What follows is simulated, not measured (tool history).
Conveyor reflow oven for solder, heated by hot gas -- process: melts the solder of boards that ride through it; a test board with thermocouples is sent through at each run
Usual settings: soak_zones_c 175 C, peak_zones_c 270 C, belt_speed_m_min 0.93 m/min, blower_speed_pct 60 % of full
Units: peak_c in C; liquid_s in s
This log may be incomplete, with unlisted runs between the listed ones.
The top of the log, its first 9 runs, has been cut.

run,hour,soak_zones_c,peak_zones_c,belt_speed_m_min,blower_speed_pct,hours of work since the flux was cleaned out,hours of work since the belt drive was overhauled,hours of work since the thermocouples were changed,peak_c,liquid_s
# hour 529.7: flux residue cleaned out of gas plates and filters
10,599,175,270,0.93,60,33,87,1049,250.23,36.6
# hour 624.1: thermocouples of zones 6 and 7 changed
11,647.5,175,270,0.93,60,55,109,11,248.93,36.2
12,737.4,175,270,0.93,60,97,151,54,248.74,36
13,786.4,175,270,0.762,60,120,175,77,255.4,49.5
14,847.4,175,270,0.762,60,149,203,105,255.46,49.2
15,909.8,175,270,0.93,51,179,233,135,244.73,32.8
16,997.6,175,270,0.93,51,220,274,176,244.56,32.7
17,1081.4,175,270,0.93,51,260,314,216,244.4,32.6
18,1138,175,270,0.93,88,286,341,243,255.9,40.8

Run 19 comes next. What will it give?
# hour 1179.2: flux residue cleaned out of gas plates and filters
19,1190.8,161,266,0.93,88,5,363,265,?,?

Logged for run 19: peak_c 252.34 C, liquid_s 36.5 s.
Take away the tool's hidden state, keep the run-to-run variation as it was, and the same run would have given peak_c 252.03 C, liquid_s 36.3 s.
